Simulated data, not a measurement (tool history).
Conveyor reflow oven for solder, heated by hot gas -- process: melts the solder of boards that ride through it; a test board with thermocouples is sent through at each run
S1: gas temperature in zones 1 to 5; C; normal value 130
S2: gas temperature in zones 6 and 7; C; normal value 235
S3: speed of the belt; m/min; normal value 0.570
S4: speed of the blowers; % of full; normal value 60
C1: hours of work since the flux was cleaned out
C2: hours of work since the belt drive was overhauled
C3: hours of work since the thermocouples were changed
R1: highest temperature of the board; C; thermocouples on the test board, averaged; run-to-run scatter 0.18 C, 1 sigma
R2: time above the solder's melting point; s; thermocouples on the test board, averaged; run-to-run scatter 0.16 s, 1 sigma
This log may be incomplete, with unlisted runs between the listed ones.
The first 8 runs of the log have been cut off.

Run 9, hour 139.3: usual settings but S3 0.587 m/min; C1 94; C2 495; C3 495. Result: R1 208.7 C, R2 36.1 s.
Run 10, hour 150.6: usual settings but S3 0.587 m/min; C1 101; C2 503; C3 503. Result: R1 208.0 C, R2 35.8 s.
Run 11, hour 165.6: usual settings but S3 0.587 m/min; C1 111; C2 513; C3 513. Result: R1 208.8 C, R2 35.8 s.
Run 12, hour 188.3: usual settings but S3 0.587 m/min; C1 127; C2 528; C3 528. Result: R1 208.3 C, R2 35.9 s.
Run 13, hour 206.2: usual settings but S4 86 % of full; C1 139; C2 540; C3 540. Result: R1 217.6 C, R2 45.6 s.
Run 14, hour 226.2: usual settings but S4 86 % of full; C1 152; C2 554; C3 554. Result: R1 217.6 C, R2 45.6 s.
Run 15, hour 239.4: usual settings but S4 86 % of full; C1 161; C2 563; C3 563. Result: R1 217.9 C, R2 45.2 s.
Run 16, hour 260.5: usual settings but S4 86 % of full; C1 175; C2 577; C3 577. Result: R1 217.6 C, R2 45.4 s.
Run 17, hour 271.1: usual settings but S1 142 C, S2 230 C, S3 0.483 m/min, S4 79 % of full; C1 182; C2 584; C3 584. Result: R1 218.5 C, R2 58.5 s.
Run 18, hour 281.1: usual settings but S1 142 C, S2 230 C, S3 0.483 m/min, S4 79 % of full; C1 189; C2 591; C3 591. Result: R1 218.6 C, R2 58.9 s.
Run 19, hour 302.2: usual settings but S1 142 C, S2 230 C, S3 0.483 m/min, S4 79 % of full; C1 203; C2 605; C3 605. Result: R1 218.3 C, R2 58.7 s.
Run 20, hour 314.9: usual settings but S1 118 C, S3 0.476 m/min; C1 212; C2 613; C3 613. Result: R1 214.5 C, R2 47.6 s.
Run 21, hour 330.2: usual settings but S1 118 C, S3 0.568 m/min, S4 78 % of full; C1 222; C2 624; C3 624. Result: R1 213.7 C, R2 39.4 s.
Run 22, hour 342.9: usual settings but S1 127 C, S2 250 C, S3 0.565 m/min; C1 231; C2 632; C3 632. Result: R1 221.4 C, R2 46.5 s.
At hour 349.9: flux residue cleaned out of gas plates and filters.
Run 23, hour 368.7: usual settings but S1 127 C, S2 250 C, S3 0.565 m/min; C1 13; C2 646; C3 646. Result: R1 221.4 C, R2 46.4 s.
Run 24, hour 385.8: usual settings but S2 227 C; C1 24; C2 658; C3 658. Result: R1 203.5 C, R2 32.7 s.
Run 25, hour 400.1: usual settings but S2 227 C, S4 78 % of full; C1 34; C2 667; C3 667. Result: R1 208.9 C, R2 38.9 s.
Run 26, hour 413.9: usual settings but S2 227 C, S4 78 % of full; C1 43; C2 677; C3 677. Result: R1 208.7 C, R2 38.8 s.
Run 27, hour 430.5: usual settings but S2 227 C, S4 78 % of full; C1 54; C2 688; C3 688. Result: R1 208.8 C, R2 38.5 s.
Run 28, hour 452.5: usual settings but S2 227 C, S4 78 % of full; C1 69; C2 703; C3 703. Result: R1 208.9 C, R2 38.9 s.
Run 29, hour 475.0: usual settings but S2 227 C, S4 78 % of full; C1 84; C2 718; C3 718. Result: R1 208.5 C, R2 39.0 s.
Run 30, hour 489.2: usual settings but S1 136 C, S3 0.516 m/min; C1 94; C2 727; C3 727. Result: R1 214.5 C, R2 49.3 s.

Here are 5 independent what-if runs from the current tool condition. What would each one return?
Run A, hour 504.4: usual settings but S3 0.464 m/min; C1 104; C2 737; C3 737. Result: R1 ?, R2 ?.
Run B, hour 504.4: usual settings but S1 139 C, S2 239 C, S3 0.516 m/min, S4 74 % of full; C1 104; C2 737; C3 737. Result: R1 ?, R2 ?.
Run C, hour 504.4: usual settings but S1 138 C, S2 227 C, S3 0.587 m/min; C1 104; C2 737; C3 737. Result: R1 ?, R2 ?.
Run D, hour 504.4: usual settings but S1 117 C; C1 104; C2 737; C3 737. Result: R1 ?, R2 ?.
Run E, hour 504.4: usual settings but S2 240 C, S3 0.564 m/min, S4 62 % of full; C1 104; C2 737; C3 737. Result: R1 ?, R2 ?.

run     R1    R2
  A  217.2  55.2
  B  223.0  56.0
  C  204.3  34.2
  D  206.6  32.7
  E  215.2  42.8
What these runs would have given with no unlogged condition in the tool:
run     R1    R2
  A  217.2  55.3
  B  223.1  56.0
  C  204.4  34.3
  D  206.7  32.8
  E  215.3  42.9
